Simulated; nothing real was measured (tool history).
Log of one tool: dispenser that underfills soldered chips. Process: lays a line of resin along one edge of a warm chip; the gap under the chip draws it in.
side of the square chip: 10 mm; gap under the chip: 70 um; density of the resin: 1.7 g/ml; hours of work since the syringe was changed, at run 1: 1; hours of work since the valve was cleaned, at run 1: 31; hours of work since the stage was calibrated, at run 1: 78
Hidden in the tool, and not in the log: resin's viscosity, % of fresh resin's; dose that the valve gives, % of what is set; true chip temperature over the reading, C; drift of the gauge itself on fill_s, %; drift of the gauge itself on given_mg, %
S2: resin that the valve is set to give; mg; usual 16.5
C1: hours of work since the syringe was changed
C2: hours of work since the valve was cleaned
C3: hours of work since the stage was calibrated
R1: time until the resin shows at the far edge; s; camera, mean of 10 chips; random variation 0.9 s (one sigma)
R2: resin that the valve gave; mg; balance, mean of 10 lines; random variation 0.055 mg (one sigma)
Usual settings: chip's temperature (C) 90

{"run": 1, "day": 0.0, "chip's temperature (C)": 90, "S2": 16.5, "C1": 1, "C2": 31, "C3": 78, "R1": 89.3, "R2": 16.18}
{"run": 2, "day": 0.171, "chip's temperature (C)": 90, "S2": 16.5, "C1": 4, "C2": 34, "C3": 81, "R1": 100.9, "R2": 16.25}
{"run": 3, "day": 0.346, "chip's temperature (C)": 90, "S2": 16.5, "C1": 7, "C2": 37, "C3": 84, "R1": 116.5, "R2": 16.28}
{"day": 0.375, "done": "new syringe of resin"}
{"run": 4, "day": 0.604, "chip's temperature (C)": 90, "S2": 16.5, "C1": 4, "C2": 42, "C3": 88, "R1": 105.2, "R2": 16.18}
{"day": 0.792, "done": "new syringe of resin"}
{"run": 5, "day": 0.892, "chip's temperature (C)": 90, "S2": 16.5, "C1": 2, "C2": 47, "C3": 93, "R1": 94.9, "R2": 16.3}
{"run": 6, "day": 1.112, "chip's temperature (C)": 90, "S2": 21.2, "C1": 6, "C2": 51, "C3": 97, "R1": 110.2, "R2": 20.75}
{"day": 1.204, "done": "new syringe of resin"}
{"run": 7, "day": 1.246, "chip's temperature (C)": 90, "S2": 20.6, "C1": 1, "C2": 53, "C3": 99, "R1": 87.3, "R2": 20.13}
{"run": 8, "day": 1.429, "chip's temperature (C)": 90, "S2": 20.6, "C1": 4, "C2": 56, "C3": 102, "R1": 102.5, "R2": 19.96}
{"day": 1.604, "done": "new syringe of resin"}
{"run": 9, "day": 1.604, "chip's temperature (C)": 90, "S2": 16.5, "C1": 0, "C2": 59, "C3": 105, "R1": 86.9, "R2": 16.08}
{"run": 10, "day": 1.8, "chip's temperature (C)": 90, "S2": 16.5, "C1": 3, "C2": 62, "C3": 109, "R1": 101.2, "R2": 15.98}
{"day": 2.008, "done": "new syringe of resin"}
{"run": 11, "day": 2.058, "chip's temperature (C)": 90, "S2": 16.5, "C1": 1, "C2": 67, "C3": 113, "R1": 91.7, "R2": 16.11}
{"run": 12, "day": 2.342, "chip's temperature (C)": 96, "S2": 19, "C1": 6, "C2": 72, "C3": 118, "R1": 85.5, "R2": 18.31}
{"day": 2.408, "done": "new syringe of resin"}
{"run": 13, "day": 2.5, "chip's temperature (C)": 90, "S2": 15.4, "C1": 2, "C2": 74, "C3": 120, "R1": 98.3, "R2": 14.88}
{"run": 14, "day": 2.667, "chip's temperature (C)": 90, "S2": 15.4, "C1": 5, "C2": 77, "C3": 123, "R1": 111.7, "R2": 14.89}
{"day": 2.825, "done": "new syringe of resin"}
{"run": 15, "day": 2.929, "chip's temperature (C)": 90, "S2": 15.4, "C1": 2, "C2": 82, "C3": 128, "R1": 98.1, "R2": 14.76}
{"run": 16, "day": 3.208, "chip's temperature (C)": 92, "S2": 20.2, "C1": 7, "C2": 87, "C3": 133, "R1": 106.2, "R2": 19.5}
{"day": 3.238, "done": "new syringe of resin"}
{"run": 17, "day": 3.421, "chip's temperature (C)": 92, "S2": 20.2, "C1": 3, "C2": 90, "C3": 136, "R1": 89, "R2": 19.38}
{"run": 18, "day": 3.558, "chip's temperature (C)": 92, "S2": 20.2, "C1": 6, "C2": 93, "C3": 139, "R1": 98.2, "R2": 19.35}

4 ways to go on from here, each from the tool as it stands after run 18. What would each give?
{"day": 3.642, "done": "new syringe of resin"}
{"run": "A", "day": 3.721, "chip's temperature (C)": 98, "S2": 14.7, "C1": 1, "C2": 95, "C3": 142, "R1": "?", "R2": "?"}
{"day": 3.642, "done": "new syringe of resin"}
{"run": "B", "day": 3.721, "chip's temperature (C)": 76, "S2": 17.9, "C1": 1, "C2": 95, "C3": 142, "R1": "?", "R2": "?"}
{"day": 3.642, "done": "new syringe of resin"}
{"run": "C", "day": 3.721, "chip's temperature (C)": 88, "S2": 16.5, "C1": 1, "C2": 95, "C3": 142, "R1": "?", "R2": "?"}
{"day": 3.642, "done": "new syringe of resin"}
{"run": "D", "day": 3.721, "chip's temperature (C)": 84, "S2": 15.2, "C1": 1, "C2": 95, "C3": 142, "R1": "?", "R2": "?"}

run=A R1=66.6 R2=14.06
run=B R1=187.1 R2=17.1
run=C R1=105.1 R2=15.71
run=D R1=130 R2=14.51
Without the tool's hidden state the same runs would have given:
run=A R1=59.9 R2=14.68
run=B R1=169.2 R2=17.85
run=C R1=94.9 R2=16.4
run=D R1=116.9 R2=15.15
